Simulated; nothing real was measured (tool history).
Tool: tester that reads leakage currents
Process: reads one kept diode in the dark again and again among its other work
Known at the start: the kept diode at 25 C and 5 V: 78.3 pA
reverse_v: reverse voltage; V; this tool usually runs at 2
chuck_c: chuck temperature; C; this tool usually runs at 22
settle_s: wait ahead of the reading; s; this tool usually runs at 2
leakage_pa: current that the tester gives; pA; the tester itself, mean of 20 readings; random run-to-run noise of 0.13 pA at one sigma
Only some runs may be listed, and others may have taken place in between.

run	hour	reverse_v	chuck_c	settle_s	leakage_pa
1	0	2	22	2	39.46
2	39	2	22	2	39.28
3	77.7	2	22	2	39.55
4	110.1	2	22	2	39.55
5	132.5	6.18	22	2	65.62
6	166.6	6.18	22	9.72	65.01
7	209.1	7.35	22	9.72	70.28
8	244.1	16.61	22	2	100.96
9	272.8	16.61	22	2	101.07
10	292.9	16.61	22	2	101.34
11	311.7	15.84	34	3.22	296.4
12	334.6	15.84	34	3.22	295.22
13	356.6	15.84	34	3.22	296.05
14	378.9	9.55	22	3.17	79.12
15	408.2	9.55	22	0.54	80.23
16	431.5	2	20	2	32.78
17	462.1	2	39	1.16	181.78
18	485	2	22	0.76	39.66
19	517	5.28	30	0.39	128.95
20	559.3	11.44	34	0.39	258.92

Alternative continuations, all from the tool just after run 20; predict every row:
A	591.8	11.44	21	8.24	?
B	591.8	2.13	25	2	?
C	591.8	4.85	44	5.36	?
D	591.8	12.76	22	2	?
E	591.8	2.02	35	1.07	?

run	leakage_pa
A	77.97
B	54.05
C	409.59
D	90
E	129.92
Had the tool no hidden state, the same runs would have come out as:
run	leakage_pa
A	77.94
B	54.08
C	409.85
D	89.96
E	130.01
